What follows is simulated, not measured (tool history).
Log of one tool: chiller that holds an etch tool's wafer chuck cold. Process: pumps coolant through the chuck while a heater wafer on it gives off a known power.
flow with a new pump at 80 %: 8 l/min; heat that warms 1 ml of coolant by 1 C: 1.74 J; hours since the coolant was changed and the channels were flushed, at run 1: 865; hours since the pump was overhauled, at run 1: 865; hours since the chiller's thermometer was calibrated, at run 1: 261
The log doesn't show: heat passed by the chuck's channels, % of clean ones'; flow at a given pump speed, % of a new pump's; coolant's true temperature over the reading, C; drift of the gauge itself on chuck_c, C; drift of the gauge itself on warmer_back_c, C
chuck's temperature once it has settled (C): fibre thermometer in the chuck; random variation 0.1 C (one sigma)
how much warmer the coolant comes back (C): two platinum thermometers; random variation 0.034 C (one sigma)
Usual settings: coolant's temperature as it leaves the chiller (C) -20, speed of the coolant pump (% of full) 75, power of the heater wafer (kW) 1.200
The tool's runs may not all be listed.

run,hour,coolant's temperature as it leaves the chiller (C),speed of the coolant pump (% of full),power of the heater wafer (kW),hours since the coolant was changed and the channels were flushed,hours since the pump was overhauled,hours since the chiller's thermometer was calibrated,chuck's temperature once it has settled (C),how much warmer the coolant comes back (C)
1,0.0,-20,75,1.200,865,865,261,-9.7,5.57
2,68.7,-20,75,1.200,934,934,329,-9.5,5.52
3,179.0,-20,75,1.200,1044,1044,440,-9.4,5.49
4,287.2,-20,75,1.298,1153,1153,548,-8.6,6.04
5,407.6,-15,75,1.200,1273,1273,668,-4.4,5.49
6,508.0,-15,75,1.200,1373,1373,769,-4.4,5.49
7,579.5,-20,75,1.200,1445,1445,840,-9.6,5.57
8,678.2,-12,75,1.200,1544,1544,939,-1.0,5.53
9,779.1,-12,75,1.200,1644,1644,1040,-1.4,5.58
10,832.4,-12,75,1.200,1698,1698,1093,-1.3,5.54
11,914.3,-12,75,1.200,1780,1780,1175,-1.2,5.55
12,1002.4,-20,75,1.200,1868,1868,1263,-9.2,5.58
13,1080.7,-20,89,1.200,1946,1946,1341,-10.5,4.63
14,1198.5,-20,89,1.200,2064,2064,1459,-10.6,4.64
15,1303.8,-20,76,1.164,2169,2169,1564,-9.5,5.33
# hour 1315.2: chiller's thermometer calibrated
16,1385.2,-17,75,0.630,2250,2250,70,-11.2,2.94
17,1438.2,-20,61,1.024,2303,2303,123,-8.7,5.91
18,1528.4,-25,80,1.200,2393,2393,213,-14.8,5.23
19,1654.6,-25,80,1.200,2519,2519,339,-14.7,5.21
20,1748.0,-25,80,1.200,2612,2612,433,-14.8,5.19
21,1813.4,-25,80,1.200,2678,2678,498,-14.6,5.24
22,1927.7,-27,88,1.357,2792,2792,612,-16.4,5.35
# hour 2005.3: chiller's thermometer calibrated, once more
23,2006.0,-28,88,1.553,2869,2869,1,-16.0,6.07
24,2081.2,-20,99,1.498,2945,2945,76,-9.2,5.26
25,2150.8,-25,88,0.601,3014,3014,146,-20.5,2.34
26,2265.0,-25,88,0.601,3128,3128,260,-20.1,2.34
27,2388.3,-25,88,0.601,3252,3252,383,-20.4,2.44
28,2457.9,-25,69,0.687,3321,3321,453,-18.1,3.46

Forecast each of these 4 alternatives for the next run:
A,2573.1,-20,64,1.105,3437,3437,568,?,?
B,2573.1,-15,75,0.921,3437,3437,568,?,?
C,2573.1,-20,89,1.200,3437,3437,568,?,?
D,2573.1,-20,75,0.921,3437,3437,568,?,?

run,chuck's temperature once it has settled (C),how much warmer the coolant comes back (C)
A,-8.4,6.08
B,-6.4,4.37
C,-10.7,4.66
D,-11.6,4.38
Without the tool's hidden state the same runs would have given:
run,chuck's temperature once it has settled (C),how much warmer the coolant comes back (C)
A,-8.9,5.97
B,-6.9,4.30
C,-11.2,4.58
D,-12.0,4.30
